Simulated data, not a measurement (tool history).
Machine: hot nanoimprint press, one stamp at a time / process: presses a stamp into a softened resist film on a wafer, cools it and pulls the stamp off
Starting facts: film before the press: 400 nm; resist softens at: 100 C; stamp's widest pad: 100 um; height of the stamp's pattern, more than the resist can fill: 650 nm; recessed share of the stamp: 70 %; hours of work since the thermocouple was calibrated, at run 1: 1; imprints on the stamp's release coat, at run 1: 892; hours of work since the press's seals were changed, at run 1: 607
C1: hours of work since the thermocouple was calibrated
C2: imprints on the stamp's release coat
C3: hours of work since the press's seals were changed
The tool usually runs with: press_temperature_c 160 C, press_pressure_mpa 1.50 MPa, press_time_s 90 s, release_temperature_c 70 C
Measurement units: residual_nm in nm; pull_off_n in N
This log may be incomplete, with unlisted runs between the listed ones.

Run 1, hour 0.0: usual settings; C1 1; C2 892; C3 607. Result: residual_nm 169.5 nm, pull_off_n 249 N.
Run 2, hour 17.5: usual settings; C1 15; C2 991; C3 621. Result: residual_nm 171.8 nm, pull_off_n 262 N.
Run 3, hour 35.5: usual settings but press_time_s 53 s; C1 29; C2 1092; C3 636. Result: residual_nm 203.6 nm, pull_off_n 267 N.
Run 4, hour 65.8: usual settings but press_time_s 53 s; C1 53; C2 1262; C3 660. Result: residual_nm 204.6 nm, pull_off_n 283 N.
Run 5, hour 96.2: usual settings but release_temperature_c 76 C; C1 77; C2 1432; C3 684. Result: residual_nm 173.0 nm, pull_off_n 244 N.
Run 6, hour 126.3: usual settings but release_temperature_c 76 C; C1 101; C2 1601; C3 707. Result: residual_nm 172.4 nm, pull_off_n 270 N.
At hour 165.0: stamp cleaned and given a new release coat.
Run 7, hour 171.3: usual settings but release_temperature_c 76 C; C1 131; C2 35; C3 738. Result: residual_nm 172.8 nm, pull_off_n 148 N.
Run 8, hour 193.7: usual settings but release_temperature_c 76 C; C1 149; C2 161; C3 756. Result: residual_nm 173.5 nm, pull_off_n 160 N.
Run 9, hour 224.5: usual settings but release_temperature_c 76 C; C1 174; C2 334; C3 780. Result: residual_nm 172.2 nm, pull_off_n 175 N.
Run 10, hour 251.5: usual settings; C1 195; C2 485; C3 802. Result: residual_nm 174.9 nm, pull_off_n 218 N.
Run 11, hour 272.8: usual settings; C1 212; C2 605; C3 818. Result: residual_nm 174.3 nm, pull_off_n 224 N.
Run 12, hour 293.0: usual settings; C1 228; C2 718; C3 834. Result: residual_nm 175.9 nm, pull_off_n 228 N.
At hour 320.5: press's hydraulic seals changed and the load cell set to zero.
Run 13, hour 330.3: usual settings but press_temperature_c 168 C; C1 251; C2 882; C3 8. Result: residual_nm 120.6 nm, pull_off_n 256 N.
Run 14, hour 357.5: usual settings but press_temperature_c 168 C; C1 272; C2 1036; C3 29. Result: residual_nm 121.0 nm, pull_off_n 266 N.
Run 15, hour 389.7: usual settings but press_temperature_c 168 C, press_pressure_mpa 0.99 MPa; C1 298; C2 1216; C3 55. Result: residual_nm 153.8 nm, pull_off_n 284 N.
Run 16, hour 407.9: usual settings but press_temperature_c 169 C, release_temperature_c 63 C; C1 312; C2 1318; C3 69. Result: residual_nm 115.2 nm, pull_off_n 344 N.
Run 17, hour 434.2: usual settings but press_temperature_c 169 C, release_temperature_c 63 C; C1 333; C2 1466; C3 90. Result: residual_nm 115.7 nm, pull_off_n 361 N.
At hour 466.6: plate thermocouple calibrated.
Run 18, hour 471.4: usual settings but press_pressure_mpa 0.95 MPa, release_temperature_c 60 C; C1 4; C2 1658; C3 117. Result: residual_nm 212.9 nm, pull_off_n 399 N.
At hour 499.5: stamp cleaned and given a new release coat.
Run 19, hour 500.6: usual settings but press_pressure_mpa 0.95 MPa, release_temperature_c 60 C; C1 22; C2 6; C3 135. Result: residual_nm 213.5 nm, pull_off_n 231 N.
Run 20, hour 517.8: usual settings but press_pressure_mpa 0.95 MPa, release_temperature_c 60 C; C1 36; C2 103; C3 149. Result: residual_nm 212.5 nm, pull_off_n 236 N.
Run 21, hour 548.8: usual settings but press_pressure_mpa 0.95 MPa, release_temperature_c 60 C; C1 60; C2 277; C3 173. Result: residual_nm 211.8 nm, pull_off_n 257 N.
Run 22, hour 588.4: usual settings but press_time_s 153 s, release_temperature_c 55 C; C1 92; C2 499; C3 205. Result: residual_nm 140.2 nm, pull_off_n 306 N.
Run 23, hour 618.9: usual settings but press_pressure_mpa 1.01 MPa, press_time_s 94 s, release_temperature_c 55 C; C1 116; C2 670; C3 229. Result: residual_nm 203.3 nm, pull_off_n 320 N.
Run 24, hour 649.8: usual settings but press_pressure_mpa 1.53 MPa, press_time_s 94 s, release_temperature_c 55 C; C1 140; C2 843; C3 253. Result: residual_nm 165.0 nm, pull_off_n 346 N.
Run 25, hour 687.4: usual settings but press_pressure_mpa 1.53 MPa, press_time_s 94 s, release_temperature_c 55 C; C1 170; C2 1054; C3 283. Result: residual_nm 165.7 nm, pull_off_n 376 N.
Run 26, hour 720.4: usual settings but press_temperature_c 159 C, press_pressure_mpa 0.92 MPa, press_time_s 94 s, release_temperature_c 57 C; C1 196; C2 1239; C3 309. Result: residual_nm 225.3 nm, pull_off_n 367 N.
Run 27, hour 739.4: usual settings but press_temperature_c 159 C, press_pressure_mpa 0.92 MPa, press_time_s 94 s, release_temperature_c 57 C; C1 211; C2 1346; C3 324. Result: residual_nm 221.8 nm, pull_off_n 388 N.
Run 28, hour 762.8: usual settings but press_temperature_c 159 C, press_pressure_mpa 0.92 MPa, press_time_s 94 s, release_temperature_c 57 C; C1 229; C2 1478; C3 343. Result: residual_nm 225.5 nm, pull_off_n 396 N.
Run 29, hour 796.4: usual settings but press_temperature_c 166 C, press_pressure_mpa 1.00 MPa, press_time_s 76 s, release_temperature_c 73 C; C1 256; C2 1666; C3 369. Result: residual_nm 177.7 nm, pull_off_n 280 N.
At hour 822.8: stamp cleaned and given a new release coat.
Run 30, hour 823.0: usual settings but press_temperature_c 172 C, press_pressure_mpa 2.07 MPa, press_time_s 76 s, release_temperature_c 77 C; C1 272; C2 1; C3 385. Result: residual_nm 91.2 nm, pull_off_n 147 N.

4 options for the next run, each taken on its own from the tool as it stands now. Forecast them:
Run A, hour 856.9: usual settings but press_temperature_c 168 C, press_pressure_mpa 2.17 MPa, press_time_s 76 s, release_temperature_c 77 C; C1 299; C2 191; C3 412. Result: residual_nm ?, pull_off_n ?.
Run B, hour 856.9: usual settings but press_time_s 122 s; C1 299; C2 191; C3 412. Result: residual_nm ?, pull_off_n ?.
Run C, hour 856.9: usual settings but press_temperature_c 172 C, press_pressure_mpa 2.07 MPa, press_time_s 127 s, release_temperature_c 60 C; C1 299; C2 191; C3 412. Result: residual_nm ?, pull_off_n ?.
Run D, hour 856.9: usual settings but press_temperature_c 165 C, press_pressure_mpa 2.07 MPa, press_time_s 76 s, release_temperature_c 57 C; C1 299; C2 191; C3 412. Result: residual_nm ?, pull_off_n ?.

run  residual_nm  pull_off_n
  A        106.1         162
  B        154.6         196
  C         76.2         245
  D        122.5         262
Without the tool's hidden state the same runs would have given:
run  residual_nm  pull_off_n
  A        100.5         147
  B        147.5         178
  C         72.4         224
  D        116.2         240
